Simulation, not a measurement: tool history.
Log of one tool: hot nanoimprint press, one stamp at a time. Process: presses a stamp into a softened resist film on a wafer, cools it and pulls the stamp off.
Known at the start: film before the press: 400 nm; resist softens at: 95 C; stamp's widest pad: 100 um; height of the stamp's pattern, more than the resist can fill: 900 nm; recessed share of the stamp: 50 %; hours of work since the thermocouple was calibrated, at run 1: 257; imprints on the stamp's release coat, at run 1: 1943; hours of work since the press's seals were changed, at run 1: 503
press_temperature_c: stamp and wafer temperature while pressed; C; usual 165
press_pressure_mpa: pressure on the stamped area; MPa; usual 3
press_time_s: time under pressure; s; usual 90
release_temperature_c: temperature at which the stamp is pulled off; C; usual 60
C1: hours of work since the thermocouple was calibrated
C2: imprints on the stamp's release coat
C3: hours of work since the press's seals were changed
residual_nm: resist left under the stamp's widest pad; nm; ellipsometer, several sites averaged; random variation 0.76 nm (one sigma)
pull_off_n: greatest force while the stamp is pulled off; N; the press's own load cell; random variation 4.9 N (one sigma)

run 1 hour=0 | press_temperature_c=165 press_pressure_mpa=3 press_time_s=90 release_temperature_c=60 | C1=257 C2=1943 C3=503 | residual_nm=227.8 pull_off_n=348
run 2 hour=26.5 | press_temperature_c=157 press_pressure_mpa=3 press_time_s=90 release_temperature_c=60 | C1=270 C2=1999 C3=516 | residual_nm=301.1 pull_off_n=355
run 3 hour=70.2 | press_temperature_c=157 press_pressure_mpa=3 press_time_s=90 release_temperature_c=60 | C1=290 C2=2091 C3=536 | residual_nm=302.2 pull_off_n=369
run 4 hour=104.9 | press_temperature_c=157 press_pressure_mpa=3 press_time_s=90 release_temperature_c=60 | C1=306 C2=2164 C3=552 | residual_nm=303.3 pull_off_n=370
-- hour=134.7 plate thermocouple calibrated
run 5 hour=152.3 | press_temperature_c=157 press_pressure_mpa=3 press_time_s=90 release_temperature_c=60 | C1=8 C2=2257 C3=573 | residual_nm=294.4 pull_off_n=358
run 6 hour=183.9 | press_temperature_c=157 press_pressure_mpa=3 press_time_s=90 release_temperature_c=60 | C1=23 C2=2323 C3=588 | residual_nm=296 pull_off_n=378
run 7 hour=225.9 | press_temperature_c=157 press_pressure_mpa=3 press_time_s=90 release_temperature_c=60 | C1=43 C2=2412 C3=608 | residual_nm=296.5 pull_off_n=376
-- hour=261.3 stamp cleaned and given a new release coat
run 8 hour=270.9 | press_temperature_c=157 press_pressure_mpa=3 press_time_s=90 release_temperature_c=60 | C1=61 C2=21 C3=626 | residual_nm=294.3 pull_off_n=246
run 9 hour=316.7 | press_temperature_c=165 press_pressure_mpa=4.77 press_time_s=90 release_temperature_c=60 | C1=82 C2=117 C3=647 | residual_nm=181.6 pull_off_n=255
run 10 hour=357.8 | press_temperature_c=165 press_pressure_mpa=4.77 press_time_s=90 release_temperature_c=60 | C1=102 C2=203 C3=667 | residual_nm=181.7 pull_off_n=241
run 11 hour=388.9 | press_temperature_c=171 press_pressure_mpa=3 press_time_s=90 release_temperature_c=60 | C1=116 C2=268 C3=681 | residual_nm=175.2 pull_off_n=263
run 12 hour=418 | press_temperature_c=171 press_pressure_mpa=3 press_time_s=90 release_temperature_c=60 | C1=130 C2=330 C3=695 | residual_nm=177 pull_off_n=254
run 13 hour=451.4 | press_temperature_c=157 press_pressure_mpa=3 press_time_s=90 release_temperature_c=60 | C1=145 C2=400 C3=711 | residual_nm=298.8 pull_off_n=273
run 14 hour=488.2 | press_temperature_c=157 press_pressure_mpa=3 press_time_s=90 release_temperature_c=60 | C1=163 C2=477 C3=728 | residual_nm=299.6 pull_off_n=258
run 15 hour=527.3 | press_temperature_c=157 press_pressure_mpa=3 press_time_s=90 release_temperature_c=60 | C1=181 C2=559 C3=746 | residual_nm=299.8 pull_off_n=271
run 16 hour=570 | press_temperature_c=157 press_pressure_mpa=3 press_time_s=90 release_temperature_c=60 | C1=201 C2=649 C3=766 | residual_nm=299.4 pull_off_n=283
run 17 hour=596.1 | press_temperature_c=169 press_pressure_mpa=3.45 press_time_s=172 release_temperature_c=46 | C1=213 C2=704 C3=778 | residual_nm=143.9 pull_off_n=318
run 18 hour=623.3 | press_temperature_c=169 press_pressure_mpa=3.45 press_time_s=172 release_temperature_c=46 | C1=226 C2=761 C3=791 | residual_nm=144.7 pull_off_n=320
run 19 hour=652.5 | press_temperature_c=165 press_pressure_mpa=4.07 press_time_s=105 release_temperature_c=52 | C1=240 C2=822 C3=805 | residual_nm=191.9 pull_off_n=317
run 20 hour=673.6 | press_temperature_c=161 press_pressure_mpa=4.07 press_time_s=105 release_temperature_c=53 | C1=249 C2=866 C3=815 | residual_nm=225.8 pull_off_n=315
run 21 hour=718.7 | press_temperature_c=161 press_pressure_mpa=4.07 press_time_s=105 release_temperature_c=53 | C1=271 C2=961 C3=836 | residual_nm=228 pull_off_n=320
run 22 hour=744.7 | press_temperature_c=161 press_pressure_mpa=4.07 press_time_s=105 release_temperature_c=53 | C1=283 C2=1016 C3=848 | residual_nm=226.9 pull_off_n=322
run 23 hour=790.2 | press_temperature_c=161 press_pressure_mpa=4.07 press_time_s=105 release_temperature_c=45 | C1=304 C2=1111 C3=869 | residual_nm=228.8 pull_off_n=355
run 24 hour=818.6 | press_temperature_c=161 press_pressure_mpa=4.07 press_time_s=105 release_temperature_c=45 | C1=317 C2=1171 C3=882 | residual_nm=229.5 pull_off_n=362
-- hour=825.3 plate thermocouple calibrated
run 25 hour=845.5 | press_temperature_c=165 press_pressure_mpa=2.33 press_time_s=48 release_temperature_c=60 | C1=9 C2=1221 C3=894 | residual_nm=288.6 pull_off_n=314
run 26 hour=891.3 | press_temperature_c=165 press_pressure_mpa=2.33 press_time_s=48 release_temperature_c=60 | C1=31 C2=1317 C3=915 | residual_nm=290.7 pull_off_n=318
run 27 hour=931.7 | press_temperature_c=165 press_pressure_mpa=2.33 press_time_s=48 release_temperature_c=60 | C1=50 C2=1402 C3=934 | residual_nm=290.5 pull_off_n=324
run 28 hour=960.9 | press_temperature_c=165 press_pressure_mpa=3 press_time_s=90 release_temperature_c=64 | C1=63 C2=1464 C3=948 | residual_nm=224.8 pull_off_n=308
run 29 hour=980.5 | press_temperature_c=166 press_pressure_mpa=4.13 press_time_s=55 release_temperature_c=65 | C1=73 C2=1505 C3=957 | residual_nm=220.7 pull_off_n=311

Hidden state or all else? Some run-to-run changes of residual_nm, split into what the settings, what came in and random variation would give without the hidden state, and what is left for the hidden state (with any gauge scatter that isn't in both results):
The hidden state here: true temperature over the reading, C; pressure that arrives at the usual setting, %; grip of the stamp's worn release coat, % over a new coat's; drift of the gauge itself on residual_nm, %; drift of the gauge itself on pull_off_n, %.
Run 4 -> 5: plate thermocouple calibrated. residual_nm -8.9 nm: hidden state -8.8, all else -0.1.
Run 12 -> 13: press_temperature_c 171 -> 157. residual_nm +121.8 nm: hidden state +1.2, all else +120.6.
Run 16 -> 17: press_temperature_c 157 -> 169, press_pressure_mpa 3 -> 3.45, press_time_s 90 -> 172, release_temperature_c 60 -> 46. residual_nm -155.5 nm: hidden state -1.3, all else -154.2.
Run 24 -> 25: press_temperature_c 161 -> 165, press_pressure_mpa 4.07 -> 2.33, press_time_s 105 -> 48, release_temperature_c 45 -> 60, plate thermocouple calibrated. residual_nm +59.1 nm: hidden state -13.5, all else +72.6.
